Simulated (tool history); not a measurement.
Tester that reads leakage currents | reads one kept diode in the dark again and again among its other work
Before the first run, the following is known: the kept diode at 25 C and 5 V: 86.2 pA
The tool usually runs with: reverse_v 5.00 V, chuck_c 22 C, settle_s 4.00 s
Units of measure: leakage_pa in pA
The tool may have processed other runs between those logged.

run 1 hour=0.0 | reverse_v=5.00 chuck_c=22 settle_s=4.00 | leakage_pa=67.86
run 2 hour=161.9 | reverse_v=5.00 chuck_c=22 settle_s=4.00 | leakage_pa=68.43
run 3 hour=357.7 | reverse_v=15.74 chuck_c=22 settle_s=4.00 | leakage_pa=102.11
run 4 hour=465.3 | reverse_v=15.74 chuck_c=22 settle_s=4.00 | leakage_pa=102.79
run 5 hour=584.9 | reverse_v=15.74 chuck_c=22 settle_s=4.00 | leakage_pa=104.35
run 6 hour=797.9 | reverse_v=2.82 chuck_c=22 settle_s=4.00 | leakage_pa=60.89
run 7 hour=943.7 | reverse_v=2.82 chuck_c=22 settle_s=4.00 | leakage_pa=61.45
run 8 hour=1137.4 | reverse_v=5.00 chuck_c=22 settle_s=4.00 | leakage_pa=74.97
run 9 hour=1239.4 | reverse_v=5.00 chuck_c=22 settle_s=4.00 | leakage_pa=75.34
-- hour=1354.7 chuck's temperature calibrated
run 10 hour=1354.7 | reverse_v=5.00 chuck_c=22 settle_s=4.00 | leakage_pa=67.85
-- hour=1426.9 probe card cleaned and baked
run 11 hour=1555.2 | reverse_v=5.00 chuck_c=22 settle_s=0.94 | leakage_pa=68.04
run 12 hour=1681.6 | reverse_v=5.00 chuck_c=22 settle_s=4.00 | leakage_pa=67.95
run 13 hour=1889.1 | reverse_v=5.00 chuck_c=37 settle_s=4.00 | leakage_pa=242.49
run 14 hour=1994.9 | reverse_v=5.00 chuck_c=37 settle_s=4.00 | leakage_pa=244.65
run 15 hour=2179.7 | reverse_v=5.00 chuck_c=37 settle_s=4.00 | leakage_pa=247.11
run 16 hour=2349.5 | reverse_v=5.00 chuck_c=37 settle_s=4.00 | leakage_pa=251.39
run 17 hour=2555.0 | reverse_v=5.00 chuck_c=37 settle_s=4.00 | leakage_pa=254.23
run 18 hour=2756.1 | reverse_v=5.00 chuck_c=43 settle_s=4.00 | leakage_pa=412.65
-- hour=2859.9 chuck's temperature calibrated
run 19 hour=2949.8 | reverse_v=5.00 chuck_c=22 settle_s=4.00 | leakage_pa=66.64
run 20 hour=3082.1 | reverse_v=5.00 chuck_c=22 settle_s=4.00 | leakage_pa=67.39
run 21 hour=3258.6 | reverse_v=5.00 chuck_c=56 settle_s=4.36 | leakage_pa=992.59
run 22 hour=3459.5 | reverse_v=5.00 chuck_c=56 settle_s=4.36 | leakage_pa=1010.99
run 23 hour=3670.1 | reverse_v=5.00 chuck_c=56 settle_s=4.36 | leakage_pa=1024.74
run 24 hour=3834.1 | reverse_v=5.71 chuck_c=20 settle_s=4.00 | leakage_pa=63.29
run 25 hour=3993.4 | reverse_v=4.43 chuck_c=42 settle_s=7.83 | leakage_pa=357.32
run 26 hour=4205.2 | reverse_v=5.15 chuck_c=42 settle_s=1.71 | leakage_pa=381.30
run 27 hour=4323.5 | reverse_v=5.15 chuck_c=39 settle_s=1.71 | leakage_pa=303.16
-- hour=4375.9 chuck's temperature calibrated
run 28 hour=4520.4 | reverse_v=4.80 chuck_c=41 settle_s=1.57 | leakage_pa=314.61
run 29 hour=4726.1 | reverse_v=2.37 chuck_c=40 settle_s=1.27 | leakage_pa=239.07
run 30 hour=4956.5 | reverse_v=2.37 chuck_c=40 settle_s=1.27 | leakage_pa=242.77
run 31 hour=5069.6 | reverse_v=5.00 chuck_c=22 settle_s=4.00 | leakage_pa=70.51
-- hour=5114.5 probe card cleaned and baked
-- hour=5160.9 tester calibrated
run 32 hour=5187.5 | reverse_v=5.00 chuck_c=22 settle_s=4.00 | leakage_pa=71.12
run 33 hour=5411.6 | reverse_v=17.54 chuck_c=52 settle_s=2.76 | leakage_pa=1158.81
run 34 hour=5642.4 | reverse_v=17.54 chuck_c=52 settle_s=2.76 | leakage_pa=1183.97
run 35 hour=5806.9 | reverse_v=17.54 chuck_c=52 settle_s=2.76 | leakage_pa=1199.11
-- hour=5887.9 chuck's temperature calibrated
run 36 hour=6032.7 | reverse_v=17.54 chuck_c=52 settle_s=2.76 | leakage_pa=1095.67
run 37 hour=6155.6 | reverse_v=6.56 chuck_c=26 settle_s=4.00 | leakage_pa=105.31
run 38 hour=6322.1 | reverse_v=6.56 chuck_c=26 settle_s=4.00 | leakage_pa=106.58
run 39 hour=6448.3 | reverse_v=6.56 chuck_c=26 settle_s=4.00 | leakage_pa=107.59

4 options for the next run, each taken on its own from the tool as it stands now. Forecast them:
run A hour=6560.6 | reverse_v=15.08 chuck_c=24 settle_s=0.86 | leakage_pa=?
run B hour=6560.6 | reverse_v=12.49 chuck_c=49 settle_s=3.78 | leakage_pa=?
run C hour=6560.6 | reverse_v=12.12 chuck_c=42 settle_s=5.38 | leakage_pa=?
run D hour=6560.6 | reverse_v=4.30 chuck_c=22 settle_s=9.05 | leakage_pa=?

run=A leakage_pa=123.92
run=B leakage_pa=822.57
run=C leakage_pa=478.65
run=D leakage_pa=67.57
Take away the tool's hidden state, keep each run's random variation, and the runs would have read:
run=A leakage_pa=116.09
run=B leakage_pa=788.99
run=C leakage_pa=457.43
run=D leakage_pa=63.74
